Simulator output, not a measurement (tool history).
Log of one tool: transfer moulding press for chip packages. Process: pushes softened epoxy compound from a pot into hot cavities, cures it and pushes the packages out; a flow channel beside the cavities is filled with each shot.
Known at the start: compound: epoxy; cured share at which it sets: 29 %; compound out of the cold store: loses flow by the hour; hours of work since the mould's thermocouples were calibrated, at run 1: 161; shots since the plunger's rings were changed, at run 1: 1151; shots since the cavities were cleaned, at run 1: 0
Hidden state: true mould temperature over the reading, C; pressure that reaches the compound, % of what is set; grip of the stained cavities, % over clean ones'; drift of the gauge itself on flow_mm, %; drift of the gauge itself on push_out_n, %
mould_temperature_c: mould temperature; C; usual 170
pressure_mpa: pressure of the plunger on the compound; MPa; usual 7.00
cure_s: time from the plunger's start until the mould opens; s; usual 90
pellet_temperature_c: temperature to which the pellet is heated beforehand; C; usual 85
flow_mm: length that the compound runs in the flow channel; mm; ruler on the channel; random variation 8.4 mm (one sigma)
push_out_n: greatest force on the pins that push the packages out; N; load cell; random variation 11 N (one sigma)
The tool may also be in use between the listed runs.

run	hour	mould_temperature_c	pressure_mpa	cure_s	pellet_temperature_c	hours of work since the mould's thermocouples were calibrated	shots since the plunger's rings were changed	shots since the cavities were cleaned	incoming compound's hours out of the cold store	flow_mm	push_out_n
1	0.0	170	7.00	90	85	161	1151	0	9.0	983	549
2	7.7	170	7.00	90	85	165	1227	76	19.9	931	583
3	20.9	170	7.00	84	85	171	1356	205	46.0	834	702
4	31.7	170	7.00	110	85	177	1462	311	24.1	911	598
5	40.5	170	7.00	110	85	181	1550	399	21.1	920	615
6	54.3	170	7.00	110	85	188	1685	534	38.8	859	687
7	68.0	170	7.00	110	85	195	1820	669	47.9	808	749
8	82.2	170	7.00	90	83	202	1959	808	28.8	881	933
9	95.2	169	7.00	90	83	208	2088	937	8.7	959	1087
# hour 106.8: cavities cleaned with cleaning compound and waxed
10	112.1	169	7.00	87	83	216	2239	52	35.3	864	1310
11	126.0	170	5.77	90	85	223	2375	188	47.9	727	1200
12	136.0	170	5.77	90	85	228	2473	286	32.0	798	1210
13	144.7	170	5.77	90	85	232	2559	372	38.8	761	1186
# hour 156.4: cavities cleaned with cleaning compound and waxed, once more
14	162.2	170	7.00	90	87	240	2717	58	11.0	931	559
15	176.4	170	8.67	90	85	247	2856	197	17.9	1011	659
16	190.7	172	8.40	111	83	254	2996	337	38.2	911	615
17	206.3	172	8.40	111	83	262	3150	491	23.4	958	667
18	220.9	166	5.49	79	80	269	3294	635	43.4	728	1410
# hour 229.7: plunger's sealing rings changed
19	233.8	170	8.74	90	85	275	41	737	28.7	1025	862
20	246.8	170	7.00	90	79	281	168	864	24.8	942	965
21	254.5	165	7.00	74	88	285	245	941	27.9	935	2091
22	262.0	165	7.00	74	88	289	318	1014	31.2	923	2163
# hour 266.9: cavities cleaned with cleaning compound and waxed
23	270.5	170	7.00	90	89	292	387	35	30.4	897	543
24	285.1	173	7.00	90	90	299	530	178	18.7	930	583

5 ways to go on from here, each from the tool as it stands after run 24. What would each give?
A	295.7	171	5.28	94	90	305	635	283	11.8	?	?
B	295.7	164	6.32	90	82	305	635	283	38.6	?	?
C	295.7	171	6.22	72	85	305	635	283	43.6	?	?
D	295.7	172	7.67	90	92	305	635	283	42.2	?	?
E	295.7	166	5.32	90	78	305	635	283	46.2	?	?

run	flow_mm	push_out_n
A	854	668
B	850	978
C	808	973
D	887	616
E	739	895
Without the tool's hidden state the same runs would have given:
run	flow_mm	push_out_n
A	865	467
B	860	652
C	818	652
D	898	431
E	747	604

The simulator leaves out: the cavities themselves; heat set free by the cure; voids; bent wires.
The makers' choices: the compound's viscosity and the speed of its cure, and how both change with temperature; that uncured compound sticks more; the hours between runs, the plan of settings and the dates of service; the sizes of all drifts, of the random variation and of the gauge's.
